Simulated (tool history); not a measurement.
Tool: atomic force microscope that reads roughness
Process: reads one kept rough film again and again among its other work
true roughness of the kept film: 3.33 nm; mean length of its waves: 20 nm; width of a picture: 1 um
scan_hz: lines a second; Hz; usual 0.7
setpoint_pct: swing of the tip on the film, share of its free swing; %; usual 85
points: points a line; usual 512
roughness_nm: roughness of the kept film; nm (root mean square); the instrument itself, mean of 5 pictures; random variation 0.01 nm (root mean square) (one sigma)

run	hour	scan_hz	setpoint_pct	points	roughness_nm
1	0	0.7	85	512	1.909
2	57.7	2.286	85	512	1.461
3	96.7	2.286	85	512	1.296
# hour 107.7: new tip fitted
4	134.4	0.7	85	512	2.066
5	178.5	0.7	65	512	1.771
6	229	0.7	80	512	1.497
# hour 265.8: new tip fitted
7	273	0.7	80	512	2.315
8	312.7	0.7	80	512	1.926
9	364.8	0.7	80	512	1.568
10	398.8	0.7	80	512	1.409
# hour 422.5: new tip fitted
11	428.4	0.7	80	512	2.315
12	485.1	2.594	74	283	1.726
13	511.1	2.594	74	283	1.556
14	545.6	2.594	74	283	1.39
# hour 578.2: new tip fitted
15	601.7	1.913	70	985	2.112
16	639.9	1.913	70	985	1.813
17	669.5	1.913	70	985	1.619

4 ways to go on from here, each from the tool as it stands after run 17. What would each give?
A	694.6	0.7	83	512	?
B	694.6	2.624	64	731	?
C	694.6	1.244	84	512	?
D	694.6	0.7	75	512	?

run	roughness_nm
A	1.501
B	1.482
C	1.467
D	1.503
Without the tool's hidden state the same runs would have given:
run	roughness_nm
A	2.435
B	2.412
C	2.389
D	2.445

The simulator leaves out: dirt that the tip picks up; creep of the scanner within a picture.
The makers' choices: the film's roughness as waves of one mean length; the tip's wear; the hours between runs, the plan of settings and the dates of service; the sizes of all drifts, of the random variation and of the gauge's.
